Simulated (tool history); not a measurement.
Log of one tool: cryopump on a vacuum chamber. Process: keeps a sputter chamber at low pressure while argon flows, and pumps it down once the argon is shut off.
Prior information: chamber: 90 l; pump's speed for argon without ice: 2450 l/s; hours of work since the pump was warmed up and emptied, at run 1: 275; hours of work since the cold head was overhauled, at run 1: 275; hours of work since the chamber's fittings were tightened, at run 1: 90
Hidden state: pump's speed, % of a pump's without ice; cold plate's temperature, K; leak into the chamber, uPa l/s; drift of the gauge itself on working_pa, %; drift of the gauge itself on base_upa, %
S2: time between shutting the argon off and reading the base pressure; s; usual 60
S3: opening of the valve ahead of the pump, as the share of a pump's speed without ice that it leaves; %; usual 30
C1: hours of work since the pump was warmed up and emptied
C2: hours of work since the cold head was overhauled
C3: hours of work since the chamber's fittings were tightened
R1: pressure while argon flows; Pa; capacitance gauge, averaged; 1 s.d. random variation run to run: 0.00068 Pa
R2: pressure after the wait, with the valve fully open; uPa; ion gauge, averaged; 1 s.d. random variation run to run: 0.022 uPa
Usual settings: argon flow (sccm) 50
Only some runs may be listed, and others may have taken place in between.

run 1 hour=0 | argon_flow_(sccm)=50 S2=60 S3=30 | C1=275 C2=275 C3=90 | R1=0.1181 R2=0.68
run 2 hour=29.4 | argon_flow_(sccm)=50 S2=60 S3=30 | C1=294 C2=294 C3=110 | R1=0.1181 R2=0.7
run 3 hour=49.1 | argon_flow_(sccm)=50 S2=60 S3=30 | C1=307 C2=307 C3=123 | R1=0.1198 R2=0.7
run 4 hour=72.9 | argon_flow_(sccm)=50 S2=60 S3=30 | C1=323 C2=323 C3=138 | R1=0.1191 R2=0.67
run 5 hour=97.1 | argon_flow_(sccm)=50 S2=60 S3=30 | C1=339 C2=339 C3=154 | R1=0.1195 R2=0.7
run 6 hour=128.6 | argon_flow_(sccm)=50 S2=60 S3=30 | C1=360 C2=360 C3=175 | R1=0.1193 R2=0.71
run 7 hour=162.3 | argon_flow_(sccm)=50 S2=60 S3=30 | C1=382 C2=382 C3=197 | R1=0.1203 R2=0.74
run 8 hour=188.2 | argon_flow_(sccm)=50 S2=109 S3=30 | C1=399 C2=399 C3=214 | R1=0.1213 R2=0.46
run 9 hour=223.2 | argon_flow_(sccm)=69 S2=60 S3=30 | C1=422 C2=422 C3=237 | R1=0.1657 R2=0.72
run 10 hour=243.1 | argon_flow_(sccm)=69 S2=60 S3=30 | C1=436 C2=436 C3=251 | R1=0.1652 R2=0.71
run 11 hour=274.2 | argon_flow_(sccm)=69 S2=60 S3=30 | C1=456 C2=456 C3=271 | R1=0.1674 R2=0.7
run 12 hour=302.9 | argon_flow_(sccm)=69 S2=60 S3=30 | C1=475 C2=475 C3=290 | R1=0.1673 R2=0.72
run 13 hour=325.4 | argon_flow_(sccm)=50 S2=60 S3=30 | C1=490 C2=490 C3=305 | R1=0.1212 R2=0.71
-- hour=343.1 pump warmed up, emptied and cooled again
run 14 hour=361.4 | argon_flow_(sccm)=45 S2=60 S3=30 | C1=12 C2=510 C3=325 | R1=0.1035 R2=0.67
run 15 hour=381.4 | argon_flow_(sccm)=50 S2=128 S3=30 | C1=25 C2=524 C3=339 | R1=0.1162 R2=0.44

Estimate the outcome of run 16 from the log above:
run 16 hour=399.8 | argon_flow_(sccm)=50 S2=142 S3=30 | C1=37 C2=536 C3=351 | R1=? R2=?

R1: 0.1168 Pa
R2: 0.41 uPa
On a tool with no hidden condition, and with the same random variation, this run would have come out at R1 0.116 Pa, R2 0.33 uPa.
